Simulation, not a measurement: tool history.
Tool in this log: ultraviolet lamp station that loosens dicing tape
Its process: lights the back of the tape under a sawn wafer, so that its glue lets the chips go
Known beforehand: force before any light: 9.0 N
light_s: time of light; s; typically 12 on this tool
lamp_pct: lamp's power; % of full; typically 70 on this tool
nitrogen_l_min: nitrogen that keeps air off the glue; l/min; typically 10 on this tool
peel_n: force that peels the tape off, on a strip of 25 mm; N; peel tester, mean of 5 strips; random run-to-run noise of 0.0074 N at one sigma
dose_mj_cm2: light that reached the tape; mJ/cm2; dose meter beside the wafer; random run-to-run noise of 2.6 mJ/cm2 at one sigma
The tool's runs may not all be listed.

run,hour,light_s,lamp_pct,nitrogen_l_min,peel_n,dose_mj_cm2
1,0,12,70,10,0.277,330
2,23.8,12,70,10,0.268,332
3,55.7,12,70,10,0.268,331
4,79,12,70,10,0.264,327
5,104.8,12,70,10,0.265,328
6,141.9,12,83,10,0.18,389
7,184.7,12,77,10,0.216,364
8,234.4,12,70,10,0.264,332
9,270.8,12,70,10,0.273,325
10,326.6,12,70,4,0.621,335
11,368.5,12,70,4,0.627,327
12,413.9,12,70,10,0.264,328
13,446.3,12,70,10,0.268,331
14,480.7,12,70,10,0.265,332
15,526.9,12,70,10,0.282,330
16,567.5,12,70,10,0.288,332
17,592.6,12,70,10,0.271,331
18,630.5,12,70,10,0.266,330
19,658.2,23,70,10,0.091,631
20,688.7,12,70,12,0.245,331
21,715.2,12,70,12,0.248,332
22,744,7,70,10,0.977,188
23,789.6,7,70,10,1.044,196
24,839.5,7,91,5,0.966,251
25,880.7,12,78,3,0.596,365
26,935.5,24,70,17,0.087,658
27,987,11,99,4,0.302,428
28,1034.5,15,99,4,0.151,584
29,1088.7,15,99,4,0.144,581
30,1120.1,15,99,4,0.141,583
31,1151,15,99,4,0.143,586
32,1189.2,12,98,12,0.109,466
33,1243.2,12,97,7,0.161,458
34,1278.7,12,97,7,0.162,453
35,1331.4,7,67,7,1.356,182
36,1384.2,7,67,7,1.366,185
37,1414.8,7,67,7,1.369,186
38,1448.2,11,69,3,0.961,297
39,1495.8,11,69,3,1.019,298
40,1544.1,13,88,10,0.141,457
41,1577.5,13,88,10,0.139,447
42,1623,12,70,15,0.199,332
43,1669.1,8,78,20,0.364,242

Put back what was entered between runs (2 entries, withheld): which listed runs does each sit between, and how does the hidden state differ from the listed run before to the listed run after?
Between runs 11 and 12: window cleaned of glue's vapour (hour 389.5)
  nothing in the hidden state changes from one run to the other
Between runs 28 and 29: window cleaned of glue's vapour (hour 1063.2)
  nothing in the hidden state changes from one run to the other
